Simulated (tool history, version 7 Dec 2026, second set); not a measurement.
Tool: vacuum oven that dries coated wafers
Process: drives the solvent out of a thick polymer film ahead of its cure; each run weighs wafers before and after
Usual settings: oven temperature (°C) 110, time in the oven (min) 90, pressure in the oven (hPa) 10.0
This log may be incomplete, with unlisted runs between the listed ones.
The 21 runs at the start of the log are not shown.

run     day  oven temperature (°C)  time in the oven (min)  pressure in the oven (hPa)  solvent left in the film (%)
 22  15.588                    111                      47                         7.5                          5.86
 23  16.071                    111                      47                         7.5                          5.92
 24  16.546                    111                      47                         7.5                          5.97
 25  17.004                    111                      47                         7.5                          5.96
 26  17.942                    109                      90                        10.0                          3.01
 27  18.850                    122                     140                         6.4                          0.29
 28  19.475                    121                      66                         6.5                          1.08
 29  20.192                    121                      66                         6.5                          1.06
 30  21.088                    110                      90                         8.0                          2.65
 31  21.800                    109                      90                        15.5                          3.28
 32  22.600                    109                      90                        15.5                          3.32
 33  23.346                    110                      91                         9.4                          2.71
 34  24.121                    110                      90                         9.4                          2.71
 35  25.029                    110                      90                        12.9                          2.99
 36  25.496                    110                      90                        12.9                          2.88
 37  26.208                    104                      90                        20.3                          5.57
 38  27.200                    104                      90                        20.3                          5.58

What if the next run were any one of these 5? Each begins from the tool's condition after run 38:
  A  27.796                    110                     133                        10.0                             ?
  B  27.796                    110                      72                        12.7                             ?
  C  27.796                    117                     101                        10.5                             ?
  D  27.796                     95                      99                        20.3                             ?
  E  27.796                    103                      90                         7.3                             ?

run  solvent left in the film (%)
  A                          1.43
  B                          3.99
  C                          0.91
  D                          9.18
  E                          5.39
Had the tool no hidden state, the same runs would have come out as:
run  solvent left in the film (%)
  A                          1.22
  B                          3.65
  C                          0.77
  D                          8.75
  E                          4.99

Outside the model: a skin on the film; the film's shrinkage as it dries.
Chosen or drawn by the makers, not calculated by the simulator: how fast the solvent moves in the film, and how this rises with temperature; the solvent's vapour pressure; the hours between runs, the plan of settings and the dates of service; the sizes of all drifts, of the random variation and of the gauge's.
